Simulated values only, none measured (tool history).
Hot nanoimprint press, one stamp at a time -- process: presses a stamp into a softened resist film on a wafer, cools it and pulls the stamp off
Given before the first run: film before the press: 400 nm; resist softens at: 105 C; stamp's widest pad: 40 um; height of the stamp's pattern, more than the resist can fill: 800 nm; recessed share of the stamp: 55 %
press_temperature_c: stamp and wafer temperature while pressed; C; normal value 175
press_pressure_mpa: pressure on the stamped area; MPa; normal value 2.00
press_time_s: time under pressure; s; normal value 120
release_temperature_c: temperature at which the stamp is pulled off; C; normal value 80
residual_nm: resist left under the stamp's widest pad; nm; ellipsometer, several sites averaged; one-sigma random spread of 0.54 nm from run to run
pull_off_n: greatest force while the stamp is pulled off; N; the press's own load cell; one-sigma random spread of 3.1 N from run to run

run,day,press_temperature_c,press_pressure_mpa,press_time_s,release_temperature_c,residual_nm,pull_off_n
1,0.000,175,2.00,120,80,142.2,149
2,1.033,175,1.43,120,80,167.7,146
3,2.054,175,2.00,120,86,141.5,130
# day 2.392: plate thermocouple calibrated
4,3.479,175,2.00,120,86,142.4,135
5,4.238,175,2.00,120,86,142.3,135
6,4.992,175,3.05,120,80,114.6,145

What will run 7 give?
7,6.129,175,3.05,120,80,?,?

Run 7 gave residual_nm 114.5 nm, pull_off_n 150 N.
Were there no unlogged condition in the tool, this run, its random variation unchanged, would have produced residual_nm 113.9 nm, pull_off_n 149 N.

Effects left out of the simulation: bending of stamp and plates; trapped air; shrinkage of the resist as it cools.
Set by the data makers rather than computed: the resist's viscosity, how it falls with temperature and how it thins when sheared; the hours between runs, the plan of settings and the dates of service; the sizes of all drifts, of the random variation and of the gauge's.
